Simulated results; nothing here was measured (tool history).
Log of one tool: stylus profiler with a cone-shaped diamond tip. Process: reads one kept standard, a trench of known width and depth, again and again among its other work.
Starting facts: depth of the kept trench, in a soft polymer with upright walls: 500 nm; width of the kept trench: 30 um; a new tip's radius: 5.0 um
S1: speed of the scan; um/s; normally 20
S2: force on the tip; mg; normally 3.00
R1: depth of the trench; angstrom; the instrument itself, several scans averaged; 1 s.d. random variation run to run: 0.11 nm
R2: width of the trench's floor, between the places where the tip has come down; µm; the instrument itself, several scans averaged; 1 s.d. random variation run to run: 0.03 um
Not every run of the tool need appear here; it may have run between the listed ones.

run,hour,S1,S2,R1,R2
1,0.0,20,3.00,5045.1,24.55
2,56.1,20,3.00,5044.2,24.55
3,111.3,20,3.00,5044.5,24.51
4,173.7,20,3.00,5042.6,24.48
5,203.9,20,3.00,5044.3,24.48
6,256.4,20,3.00,5043.0,24.47
7,290.5,20,3.00,5042.4,24.48
8,331.1,20,3.00,5044.0,24.47
9,371.2,20,3.00,5041.0,24.45
10,420.0,20,1.83,5024.0,24.38
11,456.5,20,1.83,5022.6,24.37
# hour 461.9: height scale calibrated on a step standard
12,496.5,20,1.83,5005.8,24.34
13,554.2,20,1.83,5003.9,24.30
14,586.9,20,1.83,5008.1,24.35
# hour 595.0: height scale calibrated on a step standard, once more
15,627.4,72,3.51,5073.0,24.20
16,672.9,72,3.51,5072.4,24.17
17,712.0,47,3.59,5071.4,24.18
18,753.0,65,1.24,5034.7,24.06
19,815.0,10,3.71,5077.2,24.33
20,875.9,10,3.71,5075.0,24.29
21,942.8,20,6.89,5112.6,24.19
22,970.6,35,3.66,5073.2,24.20
23,1030.7,35,3.66,5070.6,24.13
24,1080.2,35,3.66,5071.2,24.17
25,1125.0,35,3.66,5071.7,24.14
26,1170.8,77,7.11,5113.6,24.11
27,1221.7,77,7.11,5113.0,24.05
28,1252.0,77,7.11,5112.2,24.04

Branching from run 28: 4 alternative next runs. What would each branch give?
A,1303.6,20,1.13,?,?
B,1303.6,9,3.00,?,?
C,1303.6,47,7.11,?,?
D,1303.6,20,2.14,?,?

run,R1,R2
A,5027.5,24.06
B,5061.5,24.13
C,5112.4,24.07
D,5048.3,24.13
What these runs would have given with no unlogged condition in the tool:
run,R1,R2
A,5032.6,25.56
B,5066.6,25.63
C,5117.6,25.57
D,5053.4,25.63
